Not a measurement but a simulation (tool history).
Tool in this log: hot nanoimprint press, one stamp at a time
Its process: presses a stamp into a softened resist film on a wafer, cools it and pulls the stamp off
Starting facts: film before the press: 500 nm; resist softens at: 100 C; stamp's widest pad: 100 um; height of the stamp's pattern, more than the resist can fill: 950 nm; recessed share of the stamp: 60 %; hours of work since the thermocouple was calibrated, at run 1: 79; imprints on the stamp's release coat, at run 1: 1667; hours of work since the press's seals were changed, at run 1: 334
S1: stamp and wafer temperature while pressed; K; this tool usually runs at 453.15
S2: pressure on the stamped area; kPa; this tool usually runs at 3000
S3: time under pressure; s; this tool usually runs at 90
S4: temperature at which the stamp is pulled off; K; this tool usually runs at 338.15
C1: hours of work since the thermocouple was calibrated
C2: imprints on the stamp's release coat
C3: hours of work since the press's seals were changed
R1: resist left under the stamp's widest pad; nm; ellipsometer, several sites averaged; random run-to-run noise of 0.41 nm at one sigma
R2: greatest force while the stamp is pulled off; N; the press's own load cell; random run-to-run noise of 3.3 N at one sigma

Run 1, hour 0.0: usual settings; C1 79; C2 1667; C3 334. Result: R1 207.9 nm, R2 201 N.
Run 2, hour 7.8: usual settings; C1 84; C2 1690; C3 338. Result: R1 208.3 nm, R2 208 N.
Run 3, hour 20.8: usual settings; C1 91; C2 1729; C3 346. Result: R1 207.7 nm, R2 207 N.
Run 4, hour 34.6: usual settings; C1 100; C2 1770; C3 354. Result: R1 207.6 nm, R2 208 N.
Run 5, hour 49.5: usual settings but S1 457.15 K; C1 109; C2 1814; C3 363. Result: R1 185.4 nm, R2 202 N.
Run 6, hour 56.2: usual settings but S1 462.15 K; C1 113; C2 1834; C3 367. Result: R1 161.7 nm, R2 207 N.
Run 7, hour 68.4: usual settings but S1 462.15 K; C1 120; C2 1870; C3 374. Result: R1 161.5 nm, R2 208 N.
At hour 75.9: stamp cleaned and given a new release coat.
Run 8, hour 84.1: usual settings but S1 462.15 K; C1 126; C2 24; C3 380. Result: R1 161.3 nm, R2 205 N.
Run 9, hour 96.6: usual settings but S1 462.15 K; C1 133; C2 61; C3 387. Result: R1 161.5 nm, R2 205 N.
Run 10, hour 110.2: usual settings but S1 465.15 K; C1 141; C2 102; C3 396. Result: R1 149.3 nm, R2 203 N.
Run 11, hour 123.0: usual settings but S1 465.15 K; C1 149; C2 140; C3 403. Result: R1 149.2 nm, R2 206 N.
Run 12, hour 133.9: usual settings but S1 463.15 K, S2 4440 kPa; C1 155; C2 172; C3 410. Result: R1 125.3 nm, R2 202 N.
Run 13, hour 141.9: usual settings but S1 443.15 K, S2 3890 kPa, S3 68 s, S4 333.15 K; C1 160; C2 196; C3 414. Result: R1 268.4 nm, R2 232 N.
Run 14, hour 157.9: usual settings but S2 2020 kPa, S3 72 s, S4 328.15 K; C1 170; C2 244; C3 424. Result: R1 274.9 nm, R2 262 N.
Run 15, hour 172.3: usual settings but S2 2020 kPa, S3 72 s, S4 328.15 K; C1 178; C2 287; C3 433. Result: R1 273.5 nm, R2 258 N.
Run 16, hour 179.3: usual settings but S1 443.15 K, S2 3130 kPa, S3 110 s, S4 328.15 K; C1 182; C2 307; C3 437. Result: R1 256.6 nm, R2 252 N.
Run 17, hour 195.7: usual settings but S1 443.15 K, S2 3130 kPa, S3 110 s, S4 328.15 K; C1 192; C2 356; C3 446. Result: R1 256.3 nm, R2 253 N.
Run 18, hour 210.0: usual settings but S1 444.15 K, S2 3150 kPa; C1 201; C2 399; C3 455. Result: R1 264.5 nm, R2 202 N.
Run 19, hour 222.5: usual settings but S1 460.15 K, S2 1900 kPa, S4 323.15 K; C1 208; C2 436; C3 462. Result: R1 220.0 nm, R2 270 N.
Run 20, hour 235.6: usual settings but S1 448.15 K, S2 2190 kPa, S3 45 s, S4 345.15 K; C1 216; C2 475; C3 470. Result: R1 339.7 nm, R2 167 N.
Run 21, hour 242.8: usual settings but S1 448.15 K, S2 2460 kPa, S3 48 s, S4 345.15 K; C1 220; C2 497; C3 475. Result: R1 317.9 nm, R2 170 N.
Run 22, hour 249.8: usual settings but S1 459.15 K, S2 3810 kPa, S3 50 s, S4 331.15 K; C1 224; C2 517; C3 479. Result: R1 189.8 nm, R2 242 N.

3 ways to go on from here, each from the tool as it stands after run 22. What would each give?
Run A, hour 258.4: usual settings but S1 446.15 K, S2 3810 kPa, S3 50 s, S4 344.15 K; C1 229; C2 543; C3 484. Result: R1 ?, R2 ?.
Run B, hour 258.4: usual settings but S2 2060 kPa, S3 74 s; C1 229; C2 543; C3 484. Result: R1 ?, R2 ?.
Run C, hour 258.4: usual settings but S1 458.15 K, S2 2520 kPa; C1 229; C2 543; C3 484. Result: R1 ?, R2 ?.

run     R1   R2
  A  273.4  172
  B  268.1  208
  C  199.5  203
With the hidden condition removed and each run's random variation left untouched, the same runs would have given:
run     R1   R2
  A  273.5  172
  B  268.2  207
  C  199.6  203
